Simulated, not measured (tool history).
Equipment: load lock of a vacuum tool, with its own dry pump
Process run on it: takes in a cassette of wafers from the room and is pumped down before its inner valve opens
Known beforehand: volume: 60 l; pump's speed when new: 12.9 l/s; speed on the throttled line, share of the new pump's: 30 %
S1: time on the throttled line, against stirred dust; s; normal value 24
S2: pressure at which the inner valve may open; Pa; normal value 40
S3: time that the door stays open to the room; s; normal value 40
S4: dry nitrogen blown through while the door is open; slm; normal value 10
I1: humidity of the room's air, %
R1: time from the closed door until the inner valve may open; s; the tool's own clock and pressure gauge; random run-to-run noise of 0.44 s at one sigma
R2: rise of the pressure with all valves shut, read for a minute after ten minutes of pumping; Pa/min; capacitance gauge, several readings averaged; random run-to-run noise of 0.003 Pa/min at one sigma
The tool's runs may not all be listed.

run 1 hour=0 | S1=24 S2=40 S3=40 S4=10 | I1=46.3 | R1=54 R2=0.298
-- hour=56.1 door's seal changed, seat wiped
run 2 hour=107.5 | S1=24 S2=40 S3=40 S4=10 | I1=43.9 | R1=53.4 R2=0.021
run 3 hour=279.8 | S1=24 S2=40 S3=40 S4=10 | I1=47.2 | R1=54.3 R2=0.026
run 4 hour=386.6 | S1=24 S2=40 S3=40 S4=10 | I1=40.7 | R1=54.5 R2=0.023
run 5 hour=520.1 | S1=24 S2=40 S3=40 S4=10 | I1=43.9 | R1=53.9 R2=0.03
run 6 hour=613.2 | S1=24 S2=40 S3=40 S4=10 | I1=45.4 | R1=53.5 R2=0.022
run 7 hour=715.8 | S1=15 S2=40 S3=40 S4=10 | I1=47.6 | R1=48.5 R2=0.023
run 8 hour=832.5 | S1=15 S2=40 S3=40 S4=10 | I1=42.4 | R1=47.8 R2=0.029
run 9 hour=923.1 | S1=24 S2=40 S3=40 S4=10 | I1=48.3 | R1=54.6 R2=0.028
run 10 hour=1040.1 | S1=24 S2=40 S3=40 S4=10 | I1=44.8 | R1=53.9 R2=0.031
run 11 hour=1127.2 | S1=24 S2=40 S3=40 S4=10 | I1=45.4 | R1=55 R2=0.029
run 12 hour=1308 | S1=15 S2=40 S3=40 S4=10 | I1=43.4 | R1=49.1 R2=0.029
run 13 hour=1429.5 | S1=15 S2=40 S3=40 S4=15 | I1=45.9 | R1=48 R2=0.032
run 14 hour=1513.9 | S1=15 S2=40 S3=40 S4=15 | I1=46.5 | R1=47.8 R2=0.037
run 15 hour=1620.2 | S1=15 S2=40 S3=40 S4=15 | I1=45.1 | R1=48.3 R2=0.032
run 16 hour=1776.6 | S1=15 S2=40 S3=40 S4=15 | I1=44.5 | R1=48.5 R2=0.036
run 17 hour=1853.7 | S1=24 S2=30 S3=40 S4=10 | I1=46.9 | R1=55.4 R2=0.037
run 18 hour=2002.9 | S1=24 S2=36 S3=40 S4=10 | I1=44.1 | R1=55.7 R2=0.039
run 19 hour=2179.3 | S1=24 S2=36 S3=121 S4=10 | I1=45.2 | R1=55.5 R2=0.055
run 20 hour=2318.6 | S1=24 S2=36 S3=121 S4=10 | I1=44 | R1=55.5 R2=0.061
run 21 hour=2427.9 | S1=24 S2=36 S3=139 S4=7 | I1=44.9 | R1=55.7 R2=0.069
run 22 hour=2560.7 | S1=24 S2=36 S3=139 S4=7 | I1=42.1 | R1=55.4 R2=0.064
run 23 hour=2671.2 | S1=17 S2=71 S3=128 S4=27 | I1=47.3 | R1=47.8 R2=0.058
run 24 hour=2798.1 | S1=36 S2=41 S3=90 S4=27 | I1=47.9 | R1=62.6 R2=0.057
run 25 hour=2949.8 | S1=14 S2=54 S3=40 S4=44 | I1=47.4 | R1=46.7 R2=0.053
run 26 hour=3081.4 | S1=14 S2=54 S3=40 S4=18 | I1=47 | R1=46.5 R2=0.057
run 27 hour=3200.4 | S1=20 S2=40 S3=40 S4=16 | I1=43.5 | R1=52.6 R2=0.054
run 28 hour=3291.9 | S1=24 S2=40 S3=32 S4=6 | I1=40.7 | R1=54.5 R2=0.058
run 29 hour=3470.7 | S1=24 S2=40 S3=32 S4=6 | I1=44.6 | R1=55.8 R2=0.064
run 30 hour=3643.2 | S1=24 S2=40 S3=98 S4=6 | I1=41.7 | R1=55.7 R2=0.07
run 31 hour=3744.1 | S1=24 S2=77 S3=40 S4=10 | I1=42.2 | R1=52.8 R2=0.061
run 32 hour=3912.8 | S1=24 S2=71 S3=48 S4=10 | I1=48.6 | R1=52.2 R2=0.077
run 33 hour=4079.1 | S1=17 S2=35 S3=191 S4=39 | I1=46.3 | R1=50.7 R2=0.081
run 34 hour=4155.4 | S1=14 S2=50 S3=40 S4=12 | I1=40 | R1=47.6 R2=0.072
run 35 hour=4301.4 | S1=14 S2=50 S3=40 S4=12 | I1=47 | R1=47 R2=0.076
run 36 hour=4430.8 | S1=14 S2=50 S3=40 S4=12 | I1=43.8 | R1=47.3 R2=0.078
run 37 hour=4511.9 | S1=24 S2=40 S3=40 S4=4 | I1=44.2 | R1=55 R2=0.081

For each run, the measured value with the value that run would have given without the tool's hidden condition subtracted. The run-to-run variation is shared by both, the gauge scatter possibly not:
Hidden state at play: pump's speed, % of a new pump's; leak at the door's seal, Pa l/s; drift of the gauge itself on ready_s, %; drift of the gauge itself on rise_pa_min, %.
run=1 R1=+0.8 R2=+0.277
run=2 R1=+0.8 R2=+0
run=3 R1=+0.8 R2=+0.001
run=4 R1=+0.9 R2=+0.002
run=5 R1=+0.9 R2=+0.004
run=6 R1=+1 R2=+0.004
run=7 R1=+1 R2=+0.005
run=8 R1=+1.1 R2=+0.006
run=9 R1=+1 R2=+0.006
run=10 R1=+1 R2=+0.008
run=11 R1=+1.1 R2=+0.009
run=12 R1=+1.3 R2=+0.01
run=13 R1=+1.3 R2=+0.013
run=14 R1=+1.3 R2=+0.013
run=15 R1=+1.3 R2=+0.014
run=16 R1=+1.4 R2=+0.017
run=17 R1=+1.4 R2=+0.017
run=18 R1=+1.3 R2=+0.018
run=19 R1=+1.4 R2=+0.021
run=20 R1=+1.5 R2=+0.023
run=21 R1=+1.5 R2=+0.026
run=22 R1=+1.5 R2=+0.027
run=23 R1=+1.6 R2=+0.029
run=24 R1=+1.3 R2=+0.031
run=25 R1=+1.7 R2=+0.033
run=26 R1=+1.7 R2=+0.035
run=27 R1=+1.8 R2=+0.036
run=28 R1=+1.7 R2=+0.038
run=29 R1=+1.8 R2=+0.041
run=30 R1=+1.8 R2=+0.044
run=31 R1=+1.6 R2=+0.045
run=32 R1=+1.7 R2=+0.049
run=33 R1=+2.1 R2=+0.052
run=34 R1=+2.1 R2=+0.052
run=35 R1=+2.1 R2=+0.056
run=36 R1=+2.2 R2=+0.057
run=37 R1=+2 R2=+0.058

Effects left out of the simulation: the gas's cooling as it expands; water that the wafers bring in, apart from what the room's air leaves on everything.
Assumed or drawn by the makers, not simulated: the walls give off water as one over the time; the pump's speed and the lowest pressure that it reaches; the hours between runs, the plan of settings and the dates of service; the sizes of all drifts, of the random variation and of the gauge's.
